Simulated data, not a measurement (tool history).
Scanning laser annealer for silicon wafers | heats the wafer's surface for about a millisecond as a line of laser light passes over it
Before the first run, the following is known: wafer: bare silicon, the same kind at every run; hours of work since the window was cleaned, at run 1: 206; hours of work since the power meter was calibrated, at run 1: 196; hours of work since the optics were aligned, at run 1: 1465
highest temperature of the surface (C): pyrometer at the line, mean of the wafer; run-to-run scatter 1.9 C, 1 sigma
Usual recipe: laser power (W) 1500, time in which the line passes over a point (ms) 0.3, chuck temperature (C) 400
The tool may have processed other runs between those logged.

run   hour  laser power (W)  time in which the line passes over a point (ms)  chuck temperature (C)  hours of work since the window was cleaned  hours of work since the power meter was calibrated  hours of work since the optics were aligned  highest temperature of the surface (C)
  1      0             1500                                              0.3                    400                                         206                                                 196                                         1465                                    1102
  2   11.4             1500                                            0.246                    400                                         213                                                 203                                         1472                                    1031
  3   18.4             1500                                              0.3                    438                                         217                                                 207                                         1477                                    1138
  4   26.5             1500                                              0.3                    400                                         222                                                 213                                         1482                                    1100
  5   36.7             1500                                              0.3                    400                                         229                                                 219                                         1488                                    1100
  6   46.9             1500                                              0.3                    400                                         235                                                 225                                         1495                                    1102
  7   57.2             1500                                              0.3                    400                                         242                                                 232                                         1501                                    1097
  8   64.4             1544                                            0.316                    363                                         246                                                 236                                         1506                                    1106
  9   73.9             1612                                            0.308                    373                                         252                                                 242                                         1512                                    1144
      77.5  -- laser's power meter calibrated
 10   86.2             1315                                              0.3                    369                                         258                                                   5                                         1518                                     960
 11   91.3             1629                                            0.229                    422                                         261                                                   9                                         1521                                    1091
      98.3  -- laser's power meter calibrated, once more
 12  101.7             1628                                            0.276                    398                                         266                                                   2                                         1525                                    1136
 13  107.7             1316                                            0.223                    382                                         269                                                   6                                         1529                                     888

Predict each of these 4 candidate next runs independently; none follows another, all start after run 13:
  A  116.8             1534                                            0.325                    400                                         275                                                  12                                         1535                                       ?
  B  116.8             1500                                            0.374                    400                                         275                                                  12                                         1535                                       ?
  C  116.8             1316                                            0.247                    382                                         275                                                  12                                         1535                                       ?
  D  116.8             1500                                            0.239                    396                                         275                                                  12                                         1535                                       ?

run  highest temperature of the surface (C)
  A                                    1149
  B                                    1191
  C                                     919
  D                                    1014
The same runs, with their run-to-run variation unchanged, on a tool lacking any hidden condition would have given:
run  highest temperature of the surface (C)
  A                                    1177
  B                                    1220
  C                                     939
  D                                    1038

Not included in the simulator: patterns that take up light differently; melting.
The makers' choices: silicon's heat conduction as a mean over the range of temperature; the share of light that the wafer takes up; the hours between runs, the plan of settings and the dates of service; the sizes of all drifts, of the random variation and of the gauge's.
